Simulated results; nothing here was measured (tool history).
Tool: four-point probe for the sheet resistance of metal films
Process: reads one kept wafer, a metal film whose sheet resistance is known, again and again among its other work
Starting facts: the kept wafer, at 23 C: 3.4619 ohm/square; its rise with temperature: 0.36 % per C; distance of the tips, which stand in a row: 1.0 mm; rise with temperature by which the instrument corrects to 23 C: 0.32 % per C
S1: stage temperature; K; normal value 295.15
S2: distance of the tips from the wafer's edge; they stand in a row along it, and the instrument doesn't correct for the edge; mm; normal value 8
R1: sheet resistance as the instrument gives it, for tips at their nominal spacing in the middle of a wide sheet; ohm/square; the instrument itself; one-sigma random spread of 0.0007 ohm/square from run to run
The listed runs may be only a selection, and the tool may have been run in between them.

run,hour,S1,S2,R1
1,0,295.15,8,3.46978
2,76.3,295.15,8,3.470173
3,193.8,295.15,72,3.440512
4,272.5,295.15,72,3.439423
5,348.2,295.15,72,3.438466
6,429.5,295.15,4,3.551481
7,526.5,295.15,5,3.511248
8,586.5,295.15,5,3.510346
9,668.4,299.15,20,3.447057
10,776.4,299.15,20,3.446557
11,860.1,304.15,20,3.454642
12,914.4,307.15,55,3.455327
13,978.1,307.15,55,3.453491
14,1095,305.15,36,3.451768
15,1189,301.15,73,3.442488
16,1308.7,303.15,5,3.517404

Subtracting, for every run, the result it would have given without the tool's unlogged condition from the measured result gives the following. The same run-to-run variation enters both numbers; the gauge's scatter may not:
Unlogged tool condition in this case: inner tips' distance over the nominal, %; tips' flats over new ones', %; wafer's true temperature over the reading, C; drift of the gauge itself on sheet_ohm, %.
run,R1
1,-0.019274
2,-0.019773
3,-0.020402
4,-0.020957
5,-0.021477
6,-0.022679
7,-0.023098
8,-0.023525
9,-0.023663
10,-0.024397
11,-0.024992
12,-0.02535
13,-0.025764
14,-0.026518
15,-0.027105
16,-0.028492
